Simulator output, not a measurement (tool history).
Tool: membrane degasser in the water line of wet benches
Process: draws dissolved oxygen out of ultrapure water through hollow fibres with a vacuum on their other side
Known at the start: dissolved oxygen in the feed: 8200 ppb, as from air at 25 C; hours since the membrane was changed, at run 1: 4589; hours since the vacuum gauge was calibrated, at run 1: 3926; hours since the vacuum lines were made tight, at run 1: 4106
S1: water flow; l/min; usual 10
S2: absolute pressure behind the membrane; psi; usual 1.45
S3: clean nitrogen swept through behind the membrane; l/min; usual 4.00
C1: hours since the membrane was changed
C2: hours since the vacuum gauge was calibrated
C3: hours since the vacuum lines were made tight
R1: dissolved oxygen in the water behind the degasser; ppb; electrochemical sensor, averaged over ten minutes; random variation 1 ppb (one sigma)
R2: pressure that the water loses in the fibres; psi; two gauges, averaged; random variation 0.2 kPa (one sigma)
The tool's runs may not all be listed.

run,hour,S1,S2,S3,C1,C2,C3,R1,R2
1,0.0,10,1.45,4.00,4589,3926,4106,100.3,6.299
2,147.0,10,1.45,4.00,4736,4073,4253,98.0,6.377
3,288.2,10,1.45,4.00,4877,4214,4394,97.7,6.370
4,427.3,10,1.45,4.00,5016,4353,4533,99.1,6.312
5,560.4,10,1.45,4.00,5150,4487,4667,97.1,6.356
6,699.3,10,1.45,4.00,5289,4626,4805,99.1,6.324
7,827.4,10,1.45,4.00,5417,4754,4934,97.1,6.358
8,926.0,10,1.45,1.90,5515,4852,5032,143.7,6.334
9,1039.1,10,1.45,1.90,5628,4965,5145,144.5,6.396
10,1134.4,10,1.45,1.90,5724,5061,5241,142.8,6.321
11,1243.9,10,1.45,1.90,5833,5170,5350,141.3,6.309
12,1403.5,8,1.45,4.00,5993,5330,5510,69.4,5.084
13,1484.5,8,1.45,4.00,6074,5411,5591,68.3,5.047
14,1555.8,8,1.45,4.00,6145,5482,5662,68.7,5.076
15,1697.4,8,1.45,4.00,6287,5624,5804,69.5,5.094
16,1836.7,8,1.45,4.00,6426,5763,5943,69.8,5.065
17,1996.7,9,1.12,2.93,6586,5923,6103,80.1,5.742
18,2090.9,9,1.12,2.93,6680,6017,6197,78.3,5.694
19,2177.6,10,1.17,5.90,6767,6104,6284,78.0,6.312
20,2305.2,10,1.17,5.90,6894,6231,6411,77.8,6.332
21,2451.9,15,1.64,5.90,7041,6378,6558,172.9,9.510
22,2554.4,9,1.91,2.92,7144,6481,6661,121.0,5.716

The next listed run, before its measurement:
23,2691.4,9,1.91,2.92,7281,6618,6798,?,?

Run 23 gave R1 122.1 ppb, R2 5.706 psi.
Without the tool's hidden state the same run would have given R1 121.9 ppb, R2 5.703 psi.
